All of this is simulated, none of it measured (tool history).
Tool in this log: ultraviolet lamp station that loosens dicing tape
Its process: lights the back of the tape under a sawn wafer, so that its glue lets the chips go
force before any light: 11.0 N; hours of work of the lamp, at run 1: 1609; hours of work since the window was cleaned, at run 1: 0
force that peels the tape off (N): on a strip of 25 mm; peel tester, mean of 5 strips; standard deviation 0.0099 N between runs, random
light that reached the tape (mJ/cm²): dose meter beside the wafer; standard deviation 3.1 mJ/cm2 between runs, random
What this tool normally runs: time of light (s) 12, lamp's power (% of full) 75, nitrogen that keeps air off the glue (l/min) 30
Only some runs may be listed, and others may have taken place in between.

run,hour,time of light (s),lamp's power (% of full),nitrogen that keeps air off the glue (l/min),hours of work of the lamp,hours of work since the window was cleaned,force that peels the tape off (N),light that reached the tape (mJ/cm²)
1,0.0,12,75,30,1609,0,0.715,353
2,27.2,12,75,30,1628,19,0.734,347
3,62.7,12,86,30,1653,44,0.571,400
4,107.8,12,86,30,1684,75,0.595,392
5,170.2,12,75,15,1728,119,1.074,336
6,202.8,12,75,30,1751,142,0.860,332
# hour 207.7: window cleaned of glue's vapour
7,242.6,12,75,30,1778,24,0.912,317
8,305.0,8,75,30,1822,68,1.939,208
# hour 310.9: lamp changed
9,368.9,8,93,30,41,112,0.779,345
10,409.0,15,97,30,69,140,0.274,669
# hour 426.8: window cleaned of glue's vapour, once more
11,460.7,15,97,30,104,24,0.247,734
12,510.8,7,75,47,139,59,1.157,260
13,549.3,7,96,45,166,86,0.747,333
14,603.2,12,65,13,204,123,0.944,377
15,651.9,7,65,13,238,157,2.434,214
16,709.2,7,65,13,278,198,2.546,212
17,763.3,24,76,25,316,235,0.255,837
18,815.5,20,82,52,353,272,0.251,739

Below are 3 alternative next runs, each starting from the tool's condition after run 18. Predict each:
A,878.5,24,75,22,397,316,?,?
B,878.5,8,75,30,397,316,?,?
C,878.5,7,62,41,397,316,?,?

run,force that peels the tape off (N),light that reached the tape (mJ/cm²)
A,0.247,790
B,1.343,266
C,2.168,188
Had the tool no hidden state, the same runs would have come out as:
run,force that peels the tape off (N),light that reached the tape (mJ/cm²)
A,0.236,926
B,0.982,312
C,1.665,221
